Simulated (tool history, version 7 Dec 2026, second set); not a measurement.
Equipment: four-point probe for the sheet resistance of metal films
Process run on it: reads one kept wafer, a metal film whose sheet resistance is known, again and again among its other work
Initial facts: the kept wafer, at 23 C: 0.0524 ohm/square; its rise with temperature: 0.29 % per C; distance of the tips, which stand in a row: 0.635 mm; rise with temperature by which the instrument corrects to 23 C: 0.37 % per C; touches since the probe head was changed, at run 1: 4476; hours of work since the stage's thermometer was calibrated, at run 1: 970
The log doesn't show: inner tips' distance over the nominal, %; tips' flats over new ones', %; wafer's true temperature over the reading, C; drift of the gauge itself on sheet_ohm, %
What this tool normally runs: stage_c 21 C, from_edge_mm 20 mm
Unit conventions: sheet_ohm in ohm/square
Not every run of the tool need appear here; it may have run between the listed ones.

run	day	stage_c	from_edge_mm	touches since the probe head was changed	hours of work since the stage's thermometer was calibrated	sheet_ohm
1	0.000	21	20	4476	970	0.052463
2	0.979	18	20	5331	985	0.052589
3	2.654	18	20	6793	1011	0.052598
4	4.221	18	20	8165	1035	0.052572
5	5.312	20	20	9115	1052	0.052517
6	6.917	20	20	10519	1077	0.052502
7	8.338	20	20	11757	1099	0.052485
8	9.962	25	20	13179	1125	0.052290
9	11.046	25	20	14126	1141	0.052272
10	12.254	25	20	15182	1160	0.052287
11	13.062	25	20	15886	1173	0.052267
12	14.188	22	20	16870	1190	0.052375
13	15.088	22	20	17658	1204	0.052374
14	16.592	21	20	18969	1228	0.052420
15	17.996	21	20	20197	1249	0.052388
16	19.312	21	20	21347	1270	0.052404
17	20.562	21	20	22438	1289	0.052406
18	21.933	21	32	23636	1311	0.052378
19	23.254	21	20	24791	1331	0.052389
# day 23.475: stage's thermometer calibrated
20	24.096	21	20	25506	10	0.052344
21	24.871	21	20	26183	22	0.052361
# day 26.150: stage's thermometer calibrated, once more
22	26.533	21	20	27619	6	0.052420
23	27.950	35	40	28857	28	0.051838
24	28.646	22	18	29463	39	0.052390
25	29.388	30	14	30110	50	0.052060
26	30.779	35	37	31325	72	0.051848
27	31.783	18	53	32204	88	0.052483
28	32.592	20	6	32909	100	0.052714
29	33.875	20	6	34030	120	0.052711
30	35.583	34	3	35524	147	0.053059
31	37.029	28	13	36786	169	0.052156
32	38.554	25	5	38120	193	0.052628
33	40.171	25	5	39531	218	0.052634
34	41.396	25	5	40601	237	0.052622
35	42.158	25	5	41266	249	0.052626
36	43.725	25	5	42635	273	0.052602
37	45.038	25	5	43784	293	0.052595
38	46.058	33	73	44674	309	0.051818
39	47.546	24	32	45973	332	0.052193
40	48.738	29	20	47013	351	0.051999
41	50.233	26	24	48321	374	0.052120
42	51.167	19	18	49136	389	0.052402
43	52.592	19	18	50380	411	0.052392
44	53.354	19	18	51046	423	0.052403

Predict each of these 4 candidate next runs independently; none follows another, all start after run 44:
A	54.833	20	32	52340	446	?
B	54.833	19	36	52340	446	?
C	54.833	24	9	52340	446	?
D	54.833	31	6	52340	446	?

run	sheet_ohm
A	0.052330
B	0.052358
C	0.052281
D	0.052186
Stripped of hidden state, with their random variation kept, the same runs would have yielded:
run	sheet_ohm
A	0.052538
B	0.052566
C	0.052488
D	0.052393

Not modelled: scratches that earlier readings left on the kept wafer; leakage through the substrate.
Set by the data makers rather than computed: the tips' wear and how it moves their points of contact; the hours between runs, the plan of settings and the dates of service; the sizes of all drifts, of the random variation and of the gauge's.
